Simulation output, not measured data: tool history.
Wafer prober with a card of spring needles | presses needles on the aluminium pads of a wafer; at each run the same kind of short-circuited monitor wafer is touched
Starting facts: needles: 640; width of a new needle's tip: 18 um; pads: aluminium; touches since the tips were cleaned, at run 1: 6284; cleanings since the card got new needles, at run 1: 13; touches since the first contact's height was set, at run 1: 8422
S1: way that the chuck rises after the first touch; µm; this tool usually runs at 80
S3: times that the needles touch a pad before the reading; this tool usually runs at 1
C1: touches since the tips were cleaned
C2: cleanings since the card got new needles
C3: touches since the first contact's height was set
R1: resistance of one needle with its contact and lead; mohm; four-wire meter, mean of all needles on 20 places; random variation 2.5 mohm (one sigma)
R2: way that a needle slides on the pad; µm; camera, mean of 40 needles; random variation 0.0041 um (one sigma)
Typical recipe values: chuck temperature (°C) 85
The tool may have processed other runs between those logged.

Run 1, day 0: usual settings; C1 6284; C2 13; C3 8422. Result: R1 400 mohm, R2 11.342 µm.
At day 0.333: tips cleaned on abrasive film.
Run 2, day 0.483: usual settings; C1 1104; C2 14; C3 11928. Result: R1 345 mohm, R2 11.333 µm.
Run 3, day 0.917: usual settings; C1 4271; C2 14; C3 15095. Result: R1 396 mohm, R2 11.325 µm.
Run 4, day 1.158: usual settings; C1 6036; C2 14; C3 16860. Result: R1 402 mohm, R2 11.326 µm.
At day 1.504: tips cleaned on abrasive film.
Run 5, day 1.625: usual settings; C1 864; C2 15; C3 20243. Result: R1 335 mohm, R2 11.328 µm.
Run 6, day 2.058: usual settings but S1 95 µm; C1 4038; C2 15; C3 23417. Result: R1 369 mohm, R2 13.457 µm.
Run 7, day 2.517: usual settings; C1 7408; C2 15; C3 26787. Result: R1 405 mohm, R2 11.323 µm.
At day 2.692: tips cleaned on abrasive film.
Run 8, day 2.904: usual settings; C1 1553; C2 16; C3 29593. Result: R1 357 mohm, R2 11.315 µm.
Run 9, day 3.375: usual settings; C1 4995; C2 16; C3 33035. Result: R1 407 mohm, R2 11.325 µm.
Run 10, day 3.708: usual settings; C1 7427; C2 16; C3 35467. Result: R1 408 mohm, R2 11.313 µm.
At day 3.892: tips cleaned on abrasive film.
Run 11, day 4.229: usual settings; C1 2478; C2 17; C3 39258. Result: R1 379 mohm, R2 11.303 µm.
Run 12, day 4.604: usual settings; C1 5229; C2 17; C3 42009. Result: R1 401 mohm, R2 11.307 µm.
At day 5.067: tips cleaned on abrasive film.
Run 13, day 5.067: usual settings; C1 0; C2 18; C3 45345. Result: R1 302 mohm, R2 11.304 µm.
Run 14, day 5.375: usual settings but S1 63 µm, chuck temperature (°C) 26, S3 2; C1 2270; C2 18; C3 47615. Result: R1 362 mohm, R2 8.883 µm.
Run 15, day 5.658: usual settings but S1 63 µm, chuck temperature (°C) 26, S3 2; C1 4324; C2 18; C3 49669. Result: R1 389 mohm, R2 8.891 µm.
Run 16, day 6.133: usual settings but S1 63 µm, chuck temperature (°C) 26, S3 2; C1 7800; C2 18; C3 53145. Result: R1 391 mohm, R2 8.886 µm.
At day 6.25: tips cleaned on abrasive film.
Run 17, day 6.517: usual settings but S1 63 µm, chuck temperature (°C) 26, S3 2; C1 1956; C2 19; C3 55942. Result: R1 363 mohm, R2 8.884 µm.
Run 18, day 6.775: usual settings but S1 100 µm, chuck temperature (°C) 50; C1 3824; C2 19; C3 57810. Result: R1 351 mohm, R2 14.124 µm.
Run 19, day 7.262: usual settings but S1 100 µm, chuck temperature (°C) 50; C1 7416; C2 19; C3 61402. Result: R1 362 mohm, R2 14.119 µm.
At day 7.471: tips cleaned on abrasive film.
Run 20, day 7.517: usual settings but S1 100 µm, chuck temperature (°C) 50; C1 342; C2 20; C3 63226. Result: R1 296 mohm, R2 14.115 µm.
At day 7.633: height of the first contact set anew.
Run 21, day 7.95: usual settings but chuck temperature (°C) 108, S3 2; C1 3416; C2 20; C3 2308. Result: R1 349 mohm, R2 11.344 µm.
Run 22, day 8.25: usual settings but S1 69 µm, chuck temperature (°C) 91; C1 5621; C2 20; C3 4513. Result: R1 440 mohm, R2 9.783 µm.
At day 8.667: tips cleaned on abrasive film.
Run 23, day 8.754: usual settings but S1 69 µm, chuck temperature (°C) 91; C1 646; C2 21; C3 8168. Result: R1 343 mohm, R2 9.772 µm.
Run 24, day 9.154: usual settings but S1 69 µm, chuck temperature (°C) 45; C1 3564; C2 21; C3 11086. Result: R1 421 mohm, R2 9.779 µm.
Run 25, day 9.512: usual settings but S1 72 µm, S3 2; C1 6176; C2 21; C3 13698. Result: R1 375 mohm, R2 10.195 µm.
At day 9.858: tips cleaned on abrasive film.
Run 26, day 10.054: usual settings but S1 91 µm, chuck temperature (°C) 35, S3 2; C1 1418; C2 22; C3 17633. Result: R1 306 mohm, R2 12.891 µm.

What if the next run were any one of these 5? Each begins from the tool's condition after run 26:
Run A, day 10.529: usual settings but S3 2; C1 4898; C2 22; C3 21113. Result: R1 ?, R2 ?.
Run B, day 10.529: usual settings but S1 82 µm, chuck temperature (°C) 83; C1 4898; C2 22; C3 21113. Result: R1 ?, R2 ?.
Run C, day 10.529: usual settings but chuck temperature (°C) 31; C1 4898; C2 22; C3 21113. Result: R1 ?, R2 ?.
Run D, day 10.529: usual settings but S1 66 µm, chuck temperature (°C) 90, S3 2; C1 4898; C2 22; C3 21113. Result: R1 ?, R2 ?.
Run E, day 10.529: usual settings but S1 97 µm, chuck temperature (°C) 44, S3 2; C1 4898; C2 22; C3 21113. Result: R1 ?, R2 ?.

run   R1      R2
  A  359  11.326
  B  391  11.611
  C  392  11.333
  D  397   9.344
  E  329  13.745
Stripped of hidden state, with their random variation kept, the same runs would have yielded:
run   R1      R2
  A  289  11.341
  B  282  11.626
  C  268  11.347
  D  299   9.358
  E  275   13.76
